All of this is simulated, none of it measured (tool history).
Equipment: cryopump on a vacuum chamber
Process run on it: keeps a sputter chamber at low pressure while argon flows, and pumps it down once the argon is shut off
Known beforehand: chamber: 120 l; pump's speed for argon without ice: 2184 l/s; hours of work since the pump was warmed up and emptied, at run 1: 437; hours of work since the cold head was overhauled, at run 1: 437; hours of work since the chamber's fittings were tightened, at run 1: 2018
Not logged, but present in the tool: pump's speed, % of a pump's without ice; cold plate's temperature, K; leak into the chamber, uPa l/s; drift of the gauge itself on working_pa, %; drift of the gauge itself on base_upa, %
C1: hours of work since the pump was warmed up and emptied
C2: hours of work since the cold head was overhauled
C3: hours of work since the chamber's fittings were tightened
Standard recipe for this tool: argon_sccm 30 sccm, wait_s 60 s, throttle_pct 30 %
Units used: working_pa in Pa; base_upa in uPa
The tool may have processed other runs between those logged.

run 1 hour=0 | argon_sccm=30 wait_s=60 throttle_pct=30 | C1=437 C2=437 C3=2018 | working_pa=0.0802 base_upa=1.67
run 2 hour=13.3 | argon_sccm=30 wait_s=60 throttle_pct=30 | C1=446 C2=446 C3=2026 | working_pa=0.0812 base_upa=1.64
run 3 hour=32.1 | argon_sccm=30 wait_s=60 throttle_pct=30 | C1=458 C2=458 C3=2038 | working_pa=0.0805 base_upa=1.66
run 4 hour=53.2 | argon_sccm=30 wait_s=60 throttle_pct=30 | C1=471 C2=471 C3=2051 | working_pa=0.0814 base_upa=1.74
run 5 hour=78.2 | argon_sccm=30 wait_s=60 throttle_pct=30 | C1=487 C2=487 C3=2067 | working_pa=0.082 base_upa=1.67
run 6 hour=101.5 | argon_sccm=30 wait_s=60 throttle_pct=30 | C1=501 C2=501 C3=2082 | working_pa=0.0821 base_upa=1.69
run 7 hour=114.9 | argon_sccm=30 wait_s=60 throttle_pct=39 | C1=510 C2=510 C3=2090 | working_pa=0.064 base_upa=1.62
run 8 hour=134.3 | argon_sccm=30 wait_s=60 throttle_pct=39 | C1=522 C2=522 C3=2103 | working_pa=0.0647 base_upa=1.77
run 9 hour=158.2 | argon_sccm=14 wait_s=60 throttle_pct=30 | C1=537 C2=537 C3=2118 | working_pa=0.0379 base_upa=1.73
run 10 hour=171.1 | argon_sccm=21 wait_s=260 throttle_pct=56 | C1=545 C2=545 C3=2126 | working_pa=0.0322 base_upa=1.33
run 11 hour=191.4 | argon_sccm=22 wait_s=176 throttle_pct=19 | C1=558 C2=558 C3=2139 | working_pa=0.093 base_upa=1.39
run 12 hour=206.4 | argon_sccm=46 wait_s=60 throttle_pct=17 | C1=568 C2=568 C3=2148 | working_pa=0.2174 base_upa=1.75
run 13 hour=231.2 | argon_sccm=38 wait_s=39 throttle_pct=16 | C1=583 C2=583 C3=2164 | working_pa=0.1889 base_upa=2.17
run 14 hour=253.5 | argon_sccm=38 wait_s=39 throttle_pct=16 | C1=597 C2=597 C3=2178 | working_pa=0.1927 base_upa=2.12
-- hour=267.2 pump warmed up, emptied and cooled again
run 15 hour=282.1 | argon_sccm=30 wait_s=24 throttle_pct=44 | C1=9 C2=612 C3=2193 | working_pa=0.0537 base_upa=2.43
run 16 hour=292.8 | argon_sccm=30 wait_s=63 throttle_pct=27 | C1=16 C2=619 C3=2199 | working_pa=0.0861 base_upa=1.59
run 17 hour=317.2 | argon_sccm=30 wait_s=140 throttle_pct=30 | C1=32 C2=634 C3=2215 | working_pa=0.077 base_upa=1.28
run 18 hour=333.4 | argon_sccm=30 wait_s=28 throttle_pct=52 | C1=42 C2=645 C3=2225 | working_pa=0.0461 base_upa=2.3

How the hidden state differs across the entries between the runs, from the last listed run before each to the first after it:
In the gap between runs 14 and 15: pump warmed up, emptied and cooled again (hour 267.2)
  pump's speed, % of a pump's without ice: 81.9 -> 99.3; cold plate's temperature, K: 12.54 -> 12.55; leak into the chamber, uPa l/s: 2153 -> 2167
  the result without the hidden state subtracted from the measured one, working_pa: +0.0069 -> +0.0004 Pa; base_upa: +1.08 -> +0.88 uPa
